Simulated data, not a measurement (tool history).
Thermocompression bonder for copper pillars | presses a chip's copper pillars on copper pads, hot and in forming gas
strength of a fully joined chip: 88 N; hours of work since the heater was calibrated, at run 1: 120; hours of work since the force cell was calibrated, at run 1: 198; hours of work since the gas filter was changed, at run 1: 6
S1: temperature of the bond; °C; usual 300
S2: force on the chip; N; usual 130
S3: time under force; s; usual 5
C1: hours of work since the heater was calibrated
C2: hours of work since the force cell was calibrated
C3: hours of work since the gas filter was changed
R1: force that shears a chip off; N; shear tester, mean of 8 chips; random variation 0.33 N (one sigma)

{"run": 1, "day": 0.0, "S1": 300, "S2": 130, "S3": 5, "C1": 120, "C2": 198, "C3": 6, "R1": 44.5}
{"run": 2, "day": 0.7, "S1": 300, "S2": 130, "S3": 5, "C1": 130, "C2": 208, "C3": 16, "R1": 45.4}
{"run": 3, "day": 1.317, "S1": 300, "S2": 130, "S3": 12, "C1": 139, "C2": 217, "C3": 24, "R1": 59.4}
{"run": 4, "day": 1.883, "S1": 300, "S2": 83, "S3": 5, "C1": 147, "C2": 225, "C3": 33, "R1": 27.0}
{"run": 5, "day": 2.508, "S1": 300, "S2": 83, "S3": 5, "C1": 156, "C2": 234, "C3": 41, "R1": 27.3}
{"run": 6, "day": 2.871, "S1": 300, "S2": 83, "S3": 5, "C1": 161, "C2": 239, "C3": 47, "R1": 27.3}
{"run": 7, "day": 3.375, "S1": 300, "S2": 130, "S3": 5, "C1": 168, "C2": 246, "C3": 54, "R1": 45.7}
{"run": 8, "day": 3.888, "S1": 300, "S2": 130, "S3": 5, "C1": 175, "C2": 254, "C3": 61, "R1": 45.0}
{"run": 9, "day": 4.233, "S1": 300, "S2": 130, "S3": 5, "C1": 180, "C2": 259, "C3": 66, "R1": 45.0}
{"run": 10, "day": 4.821, "S1": 300, "S2": 130, "S3": 5, "C1": 188, "C2": 267, "C3": 74, "R1": 45.3}
{"run": 11, "day": 5.221, "S1": 300, "S2": 130, "S3": 5, "C1": 194, "C2": 273, "C3": 80, "R1": 45.9}
{"run": 12, "day": 6.004, "S1": 300, "S2": 130, "S3": 5, "C1": 205, "C2": 284, "C3": 91, "R1": 45.4}
{"run": 13, "day": 6.496, "S1": 300, "S2": 182, "S3": 5, "C1": 212, "C2": 291, "C3": 98, "R1": 61.3}
{"run": 14, "day": 6.904, "S1": 300, "S2": 130, "S3": 3, "C1": 218, "C2": 297, "C3": 104, "R1": 37.9}
{"run": 15, "day": 7.425, "S1": 300, "S2": 121, "S3": 3, "C1": 226, "C2": 304, "C3": 111, "R1": 34.5}
{"run": 16, "day": 7.833, "S1": 300, "S2": 121, "S3": 3, "C1": 231, "C2": 310, "C3": 117, "R1": 34.7}
{"run": 17, "day": 8.433, "S1": 300, "S2": 121, "S3": 3, "C1": 240, "C2": 318, "C3": 126, "R1": 34.8}
{"run": 18, "day": 9.029, "S1": 300, "S2": 121, "S3": 3, "C1": 248, "C2": 327, "C3": 134, "R1": 34.9}
{"run": 19, "day": 9.462, "S1": 300, "S2": 121, "S3": 3, "C1": 255, "C2": 333, "C3": 140, "R1": 34.8}
{"day": 9.933, "done": "forming gas filter changed"}
{"run": 20, "day": 10.254, "S1": 300, "S2": 81, "S3": 5, "C1": 266, "C2": 344, "C3": 5, "R1": 26.4}
{"run": 21, "day": 10.892, "S1": 300, "S2": 81, "S3": 5, "C1": 275, "C2": 353, "C3": 14, "R1": 26.6}
{"run": 22, "day": 11.467, "S1": 300, "S2": 147, "S3": 6, "C1": 283, "C2": 361, "C3": 22, "R1": 54.0}
{"run": 23, "day": 12.017, "S1": 324, "S2": 132, "S3": 3, "C1": 291, "C2": 369, "C3": 30, "R1": 50.1}
{"run": 24, "day": 12.496, "S1": 324, "S2": 132, "S3": 3, "C1": 297, "C2": 376, "C3": 36, "R1": 50.1}
{"run": 25, "day": 13.192, "S1": 313, "S2": 115, "S3": 4, "C1": 307, "C2": 386, "C3": 46, "R1": 43.2}
{"run": 26, "day": 13.583, "S1": 313, "S2": 111, "S3": 9, "C1": 313, "C2": 392, "C3": 52, "R1": 54.6}
{"run": 27, "day": 14.333, "S1": 310, "S2": 111, "S3": 3, "C1": 324, "C2": 402, "C3": 63, "R1": 36.0}
{"run": 28, "day": 15.092, "S1": 272, "S2": 167, "S3": 7, "C1": 334, "C2": 413, "C3": 73, "R1": 46.5}
{"run": 29, "day": 15.488, "S1": 325, "S2": 85, "S3": 11, "C1": 340, "C2": 419, "C3": 79, "R1": 50.3}
{"run": 30, "day": 15.95, "S1": 279, "S2": 130, "S3": 5, "C1": 347, "C2": 425, "C3": 86, "R1": 34.9}
{"run": 31, "day": 16.717, "S1": 297, "S2": 101, "S3": 9, "C1": 358, "C2": 436, "C3": 97, "R1": 41.3}
{"run": 32, "day": 17.283, "S1": 272, "S2": 169, "S3": 4, "C1": 366, "C2": 444, "C3": 105, "R1": 38.6}
{"run": 33, "day": 17.742, "S1": 300, "S2": 130, "S3": 7, "C1": 372, "C2": 451, "C3": 111, "R1": 50.1}
{"run": 34, "day": 18.279, "S1": 300, "S2": 130, "S3": 7, "C1": 380, "C2": 458, "C3": 119, "R1": 50.2}
{"run": 35, "day": 18.746, "S1": 324, "S2": 170, "S3": 5, "C1": 386, "C2": 465, "C3": 125, "R1": 68.9}
{"run": 36, "day": 19.45, "S1": 324, "S2": 101, "S3": 5, "C1": 397, "C2": 475, "C3": 136, "R1": 45.9}
{"day": 20.262, "done": "forming gas filter changed"}
{"run": 37, "day": 20.267, "S1": 283, "S2": 83, "S3": 12, "C1": 408, "C2": 486, "C3": 0, "R1": 30.7}
{"run": 38, "day": 20.9, "S1": 300, "S2": 160, "S3": 3, "C1": 417, "C2": 495, "C3": 9, "R1": 47.0}
{"run": 39, "day": 21.504, "S1": 291, "S2": 145, "S3": 6, "C1": 425, "C2": 504, "C3": 18, "R1": 48.3}
{"run": 40, "day": 22.212, "S1": 297, "S2": 145, "S3": 5, "C1": 436, "C2": 514, "C3": 28, "R1": 48.6}
{"run": 41, "day": 23.038, "S1": 300, "S2": 86, "S3": 11, "C1": 447, "C2": 526, "C3": 40, "R1": 38.7}

3 ways to go on from here, each from the tool as it stands after run 41. What would each give?
{"run": "A", "day": 23.5, "S1": 284, "S2": 97, "S3": 10, "C1": 454, "C2": 532, "C3": 46, "R1": "?"}
{"run": "B", "day": 23.5, "S1": 298, "S2": 154, "S3": 9, "C1": 454, "C2": 532, "C3": 46, "R1": "?"}
{"run": "C", "day": 23.5, "S1": 300, "S2": 128, "S3": 13, "C1": 454, "C2": 532, "C3": 46, "R1": "?"}

run=A R1=34.3
run=B R1=62.2
run=C R1=60.1
Without the tool's hidden state the same runs would have given:
run=A R1=34.2
run=B R1=62.1
run=C R1=59.9
